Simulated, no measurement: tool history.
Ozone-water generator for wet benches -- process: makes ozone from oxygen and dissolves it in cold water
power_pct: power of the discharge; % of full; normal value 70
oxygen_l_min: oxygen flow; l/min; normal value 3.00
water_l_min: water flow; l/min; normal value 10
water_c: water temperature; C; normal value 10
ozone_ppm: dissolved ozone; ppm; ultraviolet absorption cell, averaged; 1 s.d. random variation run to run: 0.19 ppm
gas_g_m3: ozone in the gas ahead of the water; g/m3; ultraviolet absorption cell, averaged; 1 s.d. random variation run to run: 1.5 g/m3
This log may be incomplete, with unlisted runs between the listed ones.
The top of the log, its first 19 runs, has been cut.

run,hour,power_pct,oxygen_l_min,water_l_min,water_c,ozone_ppm,gas_g_m3
20,556.6,49,3.52,6,8,29.6,201.0
21,586.7,49,3.52,6,8,29.5,201.7
22,616.6,90,3.00,10,6,28.8,305.7
23,637.2,86,3.69,16,14,16.5,260.8
24,659.3,86,3.20,8,8,32.3,287.4
25,676.4,86,1.67,10,8,26.9,432.7
# hour 703.3: contactor cleaned
26,713.6,66,4.06,10,10,25.0,214.1
27,750.8,78,4.35,13,15,20.3,223.3
28,785.4,97,1.70,11,10,28.6,453.4
29,816.4,97,1.70,11,10,28.6,455.2
30,838.1,42,3.00,10,10,19.9,203.3
31,856.0,42,3.00,10,10,20.4,202.4
32,879.7,42,3.00,10,10,20.4,203.5
33,914.2,70,2.48,10,14,24.8,301.2
34,935.3,70,4.77,10,7,25.7,197.2

Below are 3 alternative next runs, each starting from the tool's condition after run 34. Predict each:
A,953.1,88,1.67,10,7,?,?
B,953.1,70,3.00,10,17,?,?
C,953.1,70,4.67,10,7,?,?

run,ozone_ppm,gas_g_m3
A,30.4,434.2
B,23.8,263.7
C,26.3,201.2
Take away the tool's hidden state, keep each run's random variation, and the runs would have read:
run,ozone_ppm,gas_g_m3
A,32.0,452.3
B,25.0,273.5
C,27.5,208.6

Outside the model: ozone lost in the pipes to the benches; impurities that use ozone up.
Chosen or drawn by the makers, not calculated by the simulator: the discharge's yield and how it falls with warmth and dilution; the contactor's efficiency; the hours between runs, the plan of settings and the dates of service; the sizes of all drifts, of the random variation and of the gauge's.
